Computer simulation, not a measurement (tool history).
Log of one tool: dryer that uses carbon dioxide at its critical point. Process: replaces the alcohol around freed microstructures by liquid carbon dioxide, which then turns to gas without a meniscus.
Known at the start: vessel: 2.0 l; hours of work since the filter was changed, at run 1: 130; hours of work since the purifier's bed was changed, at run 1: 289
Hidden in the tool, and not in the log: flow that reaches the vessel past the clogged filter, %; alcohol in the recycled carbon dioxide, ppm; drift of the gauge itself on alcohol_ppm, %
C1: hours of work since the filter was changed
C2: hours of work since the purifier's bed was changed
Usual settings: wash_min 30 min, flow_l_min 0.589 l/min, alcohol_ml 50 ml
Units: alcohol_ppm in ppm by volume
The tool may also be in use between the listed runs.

{"run": 1, "hour": 0.0, "wash_min": 30, "flow_l_min": 0.589, "alcohol_ml": 50, "C1": 130, "C2": 289, "alcohol_ppm": 45}
{"run": 2, "hour": 54.2, "wash_min": 30, "flow_l_min": 0.589, "alcohol_ml": 50, "C1": 165, "C2": 323, "alcohol_ppm": 55}
{"run": 3, "hour": 98.9, "wash_min": 30, "flow_l_min": 0.589, "alcohol_ml": 50, "C1": 193, "C2": 352, "alcohol_ppm": 65}
{"run": 4, "hour": 133.6, "wash_min": 30, "flow_l_min": 0.589, "alcohol_ml": 50, "C1": 215, "C2": 374, "alcohol_ppm": 58}
{"hour": 147.4, "done": "inlet filter changed"}
{"run": 5, "hour": 165.0, "wash_min": 30, "flow_l_min": 0.589, "alcohol_ml": 50, "C1": 11, "C2": 393, "alcohol_ppm": 62}
{"run": 6, "hour": 214.3, "wash_min": 30, "flow_l_min": 0.589, "alcohol_ml": 50, "C1": 42, "C2": 424, "alcohol_ppm": 63}
{"run": 7, "hour": 245.5, "wash_min": 30, "flow_l_min": 0.589, "alcohol_ml": 50, "C1": 62, "C2": 444, "alcohol_ppm": 73}
{"run": 8, "hour": 269.6, "wash_min": 30, "flow_l_min": 0.589, "alcohol_ml": 50, "C1": 78, "C2": 460, "alcohol_ppm": 79}
{"run": 9, "hour": 299.6, "wash_min": 30, "flow_l_min": 0.443, "alcohol_ml": 50, "C1": 97, "C2": 479, "alcohol_ppm": 132}
{"run": 10, "hour": 352.6, "wash_min": 30, "flow_l_min": 0.443, "alcohol_ml": 50, "C1": 130, "C2": 512, "alcohol_ppm": 144}
{"run": 11, "hour": 398.9, "wash_min": 30, "flow_l_min": 0.443, "alcohol_ml": 50, "C1": 160, "C2": 542, "alcohol_ppm": 149}
{"run": 12, "hour": 448.7, "wash_min": 30, "flow_l_min": 0.443, "alcohol_ml": 50, "C1": 191, "C2": 573, "alcohol_ppm": 158}
{"run": 13, "hour": 474.7, "wash_min": 30, "flow_l_min": 0.443, "alcohol_ml": 50, "C1": 208, "C2": 590, "alcohol_ppm": 162}
{"hour": 502.2, "done": "inlet filter changed"}
{"run": 14, "hour": 522.2, "wash_min": 30, "flow_l_min": 0.589, "alcohol_ml": 29, "C1": 13, "C2": 620, "alcohol_ppm": 91}
{"run": 15, "hour": 558.2, "wash_min": 30, "flow_l_min": 0.589, "alcohol_ml": 50, "C1": 36, "C2": 643, "alcohol_ppm": 94}
{"run": 16, "hour": 597.7, "wash_min": 30, "flow_l_min": 0.463, "alcohol_ml": 50, "C1": 61, "C2": 668, "alcohol_ppm": 127}
{"run": 17, "hour": 639.4, "wash_min": 30, "flow_l_min": 0.463, "alcohol_ml": 50, "C1": 87, "C2": 694, "alcohol_ppm": 125}
{"run": 18, "hour": 669.8, "wash_min": 30, "flow_l_min": 0.589, "alcohol_ml": 50, "C1": 107, "C2": 713, "alcohol_ppm": 100}
{"run": 19, "hour": 712.3, "wash_min": 30, "flow_l_min": 0.589, "alcohol_ml": 50, "C1": 134, "C2": 740, "alcohol_ppm": 105}
{"run": 20, "hour": 769.5, "wash_min": 30, "flow_l_min": 0.589, "alcohol_ml": 50, "C1": 170, "C2": 777, "alcohol_ppm": 118}
{"hour": 812.2, "done": "purifier's bed changed"}
{"run": 21, "hour": 824.8, "wash_min": 30, "flow_l_min": 0.589, "alcohol_ml": 50, "C1": 203, "C2": 8, "alcohol_ppm": 7}
{"hour": 858.4, "done": "inlet filter changed"}
{"run": 22, "hour": 860.1, "wash_min": 30, "flow_l_min": 0.589, "alcohol_ml": 50, "C1": 1, "C2": 30, "alcohol_ppm": 6}
{"run": 23, "hour": 915.8, "wash_min": 30, "flow_l_min": 0.589, "alcohol_ml": 50, "C1": 36, "C2": 65, "alcohol_ppm": 27}
{"run": 24, "hour": 962.5, "wash_min": 46, "flow_l_min": 0.817, "alcohol_ml": 88, "C1": 66, "C2": 95, "alcohol_ppm": 20}
{"run": 25, "hour": 1001.0, "wash_min": 22, "flow_l_min": 0.584, "alcohol_ml": 100, "C1": 91, "C2": 119, "alcohol_ppm": 171}
{"run": 26, "hour": 1031.6, "wash_min": 30, "flow_l_min": 0.63, "alcohol_ml": 82, "C1": 110, "C2": 139, "alcohol_ppm": 35}

Forecast run 27:
{"run": 27, "hour": 1080.0, "wash_min": 44, "flow_l_min": 0.84, "alcohol_ml": 54, "C1": 141, "C2": 170, "alcohol_ppm": "?"}

{"run 27": {"alcohol_ppm": 24}}
Without the tool's hidden state the same run would have given alcohol_ppm 3 ppm by volume.

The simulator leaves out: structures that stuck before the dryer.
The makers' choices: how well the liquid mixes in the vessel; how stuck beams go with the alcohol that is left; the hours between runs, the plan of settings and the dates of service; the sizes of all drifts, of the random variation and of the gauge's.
